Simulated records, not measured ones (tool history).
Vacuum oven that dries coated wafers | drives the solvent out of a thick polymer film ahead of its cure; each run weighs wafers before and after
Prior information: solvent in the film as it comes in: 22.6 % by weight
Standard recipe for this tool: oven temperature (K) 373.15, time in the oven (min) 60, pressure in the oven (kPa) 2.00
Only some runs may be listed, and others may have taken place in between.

run,hour,oven temperature (K),time in the oven (min),pressure in the oven (kPa),solvent left in the film (%)
1,0.0,373.15,60,2.00,2.72
2,17.8,373.15,60,2.00,2.72
3,46.6,373.15,60,2.00,2.73
4,70.5,373.15,60,2.00,2.75
5,87.6,373.15,60,2.00,2.74
6,114.2,379.15,60,2.00,1.41
7,128.8,379.15,60,2.00,1.43
8,156.1,379.15,60,2.00,1.40
9,175.1,387.15,44,1.22,0.65
10,205.2,387.15,44,1.22,0.66
11,234.8,387.15,44,4.13,1.61
12,267.3,368.15,31,2.00,8.52

Estimate the outcome of run 13 from the log above:
13,296.5,366.15,31,2.65,?

For run 13 the tool returned solvent left in the film (%) 9.68.
On a tool with no hidden condition, and with the same random variation, this run would have come out at solvent left in the film (%) 10.07.
